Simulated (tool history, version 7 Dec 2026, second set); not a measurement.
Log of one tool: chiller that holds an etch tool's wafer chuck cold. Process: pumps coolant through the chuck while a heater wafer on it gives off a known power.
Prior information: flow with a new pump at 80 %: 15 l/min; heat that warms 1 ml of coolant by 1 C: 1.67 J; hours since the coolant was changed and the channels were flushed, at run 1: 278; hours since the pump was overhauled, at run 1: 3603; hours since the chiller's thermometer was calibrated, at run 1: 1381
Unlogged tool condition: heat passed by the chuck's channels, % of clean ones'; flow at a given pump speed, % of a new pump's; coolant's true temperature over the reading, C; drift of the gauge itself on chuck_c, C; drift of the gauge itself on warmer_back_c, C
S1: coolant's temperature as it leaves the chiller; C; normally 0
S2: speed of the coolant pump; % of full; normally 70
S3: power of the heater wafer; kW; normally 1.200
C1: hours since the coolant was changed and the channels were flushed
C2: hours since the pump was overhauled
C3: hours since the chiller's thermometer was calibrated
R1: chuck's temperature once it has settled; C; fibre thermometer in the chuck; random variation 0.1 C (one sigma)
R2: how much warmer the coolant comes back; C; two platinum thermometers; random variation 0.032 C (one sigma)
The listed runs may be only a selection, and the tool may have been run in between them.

run 1 hour=0.0 | S1=0 S2=70 S3=1.200 | C1=278 C2=3603 C3=1381 | R1=10.6 R2=3.53
run 2 hour=120.6 | S1=0 S2=70 S3=1.200 | C1=399 C2=3724 C3=1502 | R1=10.4 R2=3.56
run 3 hour=233.6 | S1=0 S2=70 S3=1.200 | C1=512 C2=3837 C3=1615 | R1=10.7 R2=3.63
run 4 hour=390.5 | S1=0 S2=60 S3=1.200 | C1=668 C2=3994 C3=1772 | R1=11.6 R2=4.30
run 5 hour=554.9 | S1=-1 S2=70 S3=1.200 | C1=833 C2=4158 C3=1936 | R1=9.5 R2=3.64
run 6 hour=712.5 | S1=-1 S2=70 S3=1.200 | C1=990 C2=4316 C3=2094 | R1=9.7 R2=3.69
run 7 hour=806.4 | S1=-1 S2=70 S3=1.200 | C1=1084 C2=4409 C3=2187 | R1=9.7 R2=3.66
run 8 hour=885.0 | S1=-1 S2=70 S3=1.200 | C1=1163 C2=4488 C3=2266 | R1=9.8 R2=3.68
run 9 hour=999.6 | S1=-1 S2=70 S3=1.200 | C1=1278 C2=4603 C3=2381 | R1=9.8 R2=3.68
run 10 hour=1134.5 | S1=-1 S2=70 S3=1.200 | C1=1412 C2=4737 C3=2516 | R1=10.0 R2=3.70
run 11 hour=1259.8 | S1=-1 S2=70 S3=1.200 | C1=1538 C2=4863 C3=2641 | R1=10.2 R2=3.67
run 12 hour=1431.3 | S1=0 S2=73 S3=1.200 | C1=1709 C2=5034 C3=2812 | R1=10.7 R2=3.48
run 13 hour=1585.3 | S1=0 S2=73 S3=1.200 | C1=1863 C2=5188 C3=2966 | R1=10.8 R2=3.58
run 14 hour=1690.8 | S1=0 S2=70 S3=1.241 | C1=1969 C2=5294 C3=3072 | R1=11.4 R2=3.90
run 15 hour=1865.3 | S1=0 S2=70 S3=1.200 | C1=2143 C2=5468 C3=3246 | R1=11.2 R2=3.71
run 16 hour=2028.5 | S1=0 S2=70 S3=1.200 | C1=2306 C2=5632 C3=3410 | R1=11.2 R2=3.71
run 17 hour=2122.4 | S1=-7 S2=70 S3=0.693 | C1=2400 C2=5725 C3=3503 | R1=-0.5 R2=2.16
run 18 hour=2251.2 | S1=-7 S2=70 S3=0.693 | C1=2529 C2=5854 C3=3632 | R1=-0.7 R2=2.23
run 19 hour=2342.6 | S1=3 S2=66 S3=1.698 | C1=2620 C2=5946 C3=3724 | R1=19.7 R2=5.71
run 20 hour=2513.6 | S1=3 S2=77 S3=0.815 | C1=2791 C2=6117 C3=3895 | R1=10.1 R2=2.34
-- hour=2554.1 chiller's thermometer calibrated
run 21 hour=2644.2 | S1=3 S2=77 S3=0.815 | C1=2921 C2=6246 C3=90 | R1=10.6 R2=2.33
run 22 hour=2776.6 | S1=7 S2=63 S3=0.711 | C1=3054 C2=6379 C3=223 | R1=14.7 R2=2.51
run 23 hour=2935.6 | S1=3 S2=60 S3=1.241 | C1=3212 C2=6538 C3=381 | R1=16.8 R2=4.65
run 24 hour=3093.5 | S1=3 S2=60 S3=1.241 | C1=3370 C2=6696 C3=539 | R1=16.7 R2=4.69
run 25 hour=3177.3 | S1=0 S2=60 S3=0.634 | C1=3454 C2=6779 C3=623 | R1=7.2 R2=2.39
run 26 hour=3259.7 | S1=0 S2=60 S3=0.634 | C1=3537 C2=6862 C3=706 | R1=7.2 R2=2.47
run 27 hour=3351.3 | S1=0 S2=72 S3=1.669 | C1=3628 C2=6953 C3=797 | R1=16.6 R2=5.25
run 28 hour=3463.1 | S1=0 S2=72 S3=1.669 | C1=3740 C2=7065 C3=909 | R1=16.8 R2=5.24
run 29 hour=3575.3 | S1=0 S2=76 S3=0.677 | C1=3852 C2=7177 C3=1021 | R1=6.6 R2=1.99
run 30 hour=3651.6 | S1=0 S2=61 S3=0.677 | C1=3929 C2=7254 C3=1098 | R1=7.6 R2=2.61
run 31 hour=3768.5 | S1=4 S2=100 S3=1.042 | C1=4045 C2=7371 C3=1214 | R1=12.4 R2=2.38
run 32 hour=3925.2 | S1=-6 S2=100 S3=1.200 | C1=4202 C2=7527 C3=1371 | R1=3.9 R2=2.63

For each entry between runs, how does the tool's hidden state at the last listed run before it compare with that at the first listed run after it?
From run 20 to run 21: chiller's thermometer calibrated (hour 2554.1)
  heat passed by the chuck's channels, % of clean ones': 90.3 -> 89.8; flow at a given pump speed, % of a new pump's: 88.2 -> 87.9; coolant's true temperature over the reading, C: -0.39 -> 0.02
  what was measured, less what the result would be without the hidden state, R1: +0.7 -> +1.2 C; R2: +0.27 -> +0.28 C

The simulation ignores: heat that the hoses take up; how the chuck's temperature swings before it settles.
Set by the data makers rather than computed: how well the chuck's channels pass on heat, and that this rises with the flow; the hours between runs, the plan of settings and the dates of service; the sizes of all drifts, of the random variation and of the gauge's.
